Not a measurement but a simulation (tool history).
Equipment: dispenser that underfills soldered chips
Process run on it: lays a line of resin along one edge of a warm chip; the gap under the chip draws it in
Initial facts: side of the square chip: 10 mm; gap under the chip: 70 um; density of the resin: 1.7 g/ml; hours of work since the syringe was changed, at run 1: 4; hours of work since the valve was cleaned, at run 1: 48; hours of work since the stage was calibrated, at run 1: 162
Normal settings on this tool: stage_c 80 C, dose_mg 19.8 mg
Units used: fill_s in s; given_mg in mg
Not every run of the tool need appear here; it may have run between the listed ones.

run,day,stage_c,dose_mg,hours of work since the syringe was changed,hours of work since the valve was cleaned,hours of work since the stage was calibrated,fill_s,given_mg
1,0.000,80,19.8,4,48,162,100.3,18.87
# day 0.317: new syringe of resin
2,0.367,80,20.6,1,54,168,79.2,19.48
3,0.812,80,20.6,8,61,175,131.3,19.62
# day 0.879: new syringe of resin
# day 0.921: dispensing valve cleaned and set on the balance
4,1.354,80,19.8,7,7,184,121.2,19.84
# day 1.475: new syringe of resin
5,1.788,80,19.8,5,14,191,106.7,19.64
# day 2.050: new syringe of resin
6,2.162,80,20.7,2,20,197,84.2,20.42
# day 2.621: new syringe of resin
7,2.621,80,24.0,0,28,204,72.4,23.44
8,3.054,80,24.0,7,35,211,120.5,23.36
# day 3.171: new syringe of resin
9,3.446,80,24.0,5,41,218,101.1,22.86
# day 3.708: new syringe of resin
10,3.950,80,24.0,4,50,226,97.9,22.96
# day 4.258: new syringe of resin
11,4.396,80,24.0,2,57,233,86.7,22.71
# day 4.742: dispensing valve cleaned and set on the balance
12,4.750,90,19.8,8,0,239,77.0,20.03
# day 4.838: new syringe of resin
13,5.004,90,19.8,3,4,243,55.0,19.71
14,5.275,90,19.8,7,9,247,75.3,19.78
# day 5.404: new syringe of resin
15,5.712,90,19.8,5,16,254,64.7,19.50
# day 5.946: new syringe of resin
16,6.217,80,21.1,5,24,263,98.6,20.54
# day 6.492: new syringe of resin
17,6.512,80,21.1,0,29,267,73.9,20.36
18,6.742,92,19.4,4,33,271,56.5,18.80
# day 7.050: new syringe of resin
19,7.054,70,21.9,0,38,276,116.2,21.07
20,7.483,67,23.8,7,45,283,219.6,22.71
# day 7.592: new syringe of resin
21,7.762,66,18.8,3,49,288,177.5,18.08
# day 8.142: new syringe of resin
22,8.142,81,18.6,0,56,294,68.4,17.65
# day 8.567: dispensing valve cleaned and set on the balance
23,8.567,83,19.8,6,0,300,96.8,19.99
# day 8.742: new syringe of resin
24,8.846,71,21.5,2,4,305,124.2,21.43
25,9.258,87,17.3,9,11,312,96.0,17.08
# day 9.312: new syringe of resin
26,9.596,90,24.5,5,17,317,60.2,24.14
# day 9.858: new syringe of resin
27,9.858,90,24.5,0,21,321,44.0,24.00
28,10.183,90,24.5,5,26,327,65.0,23.67
# day 10.425: new syringe of resin
29,10.638,72,24.5,4,34,334,133.0,23.80
# day 10.967: new syringe of resin
30,11.079,78,18.2,2,41,341,89.3,17.45
31,11.450,88,21.5,8,47,348,85.2,20.65
# day 11.525: new syringe of resin
32,11.929,88,19.5,7,55,356,81.1,18.47
# day 12.079: new syringe of resin
33,12.342,88,19.5,4,62,362,65.4,18.32
# day 12.433: dispensing valve cleaned and set on the balance
# day 12.658: new syringe of resin
34,12.867,82,21.9,3,7,370,81.2,21.81

Some steps in fill_s, run to run, broken into two amounts with sign: the step expected even without the hidden condition (settings, incoming material, random variation), and the rest, left for the hidden condition together with whatever gauge scatter is not in both the measured and the hidden-condition-free result:
Hidden state present: resin's viscosity, % of fresh resin's; dose that the valve gives, % of what is set; true chip temperature over the reading, C; drift of the gauge itself on fill_s, %; drift of the gauge itself on given_mg, %.
Run 2 -> 3: settings left as they were, no log entry in between. fill_s +52.1 s: hidden state +52.8, all else -0.7.
Run 19 -> 20: stage_c 70 -> 67, dose_mg 21.9 -> 23.8. fill_s +103.4 s: hidden state +83.4, all else +20.0.
Run 20 -> 21: stage_c 67 -> 66, dose_mg 23.8 -> 18.8, new syringe of resin. fill_s -42.1 s: hidden state -56.1, all else +14.0.
Run 21 -> 22: stage_c 66 -> 81, dose_mg 18.8 -> 18.6, new syringe of resin. fill_s -109.1 s: hidden state -22.8, all else -86.3.
Run 28 -> 29: stage_c 90 -> 72, new syringe of resin. fill_s +68.0 s: hidden state +2.3, all else +65.7.

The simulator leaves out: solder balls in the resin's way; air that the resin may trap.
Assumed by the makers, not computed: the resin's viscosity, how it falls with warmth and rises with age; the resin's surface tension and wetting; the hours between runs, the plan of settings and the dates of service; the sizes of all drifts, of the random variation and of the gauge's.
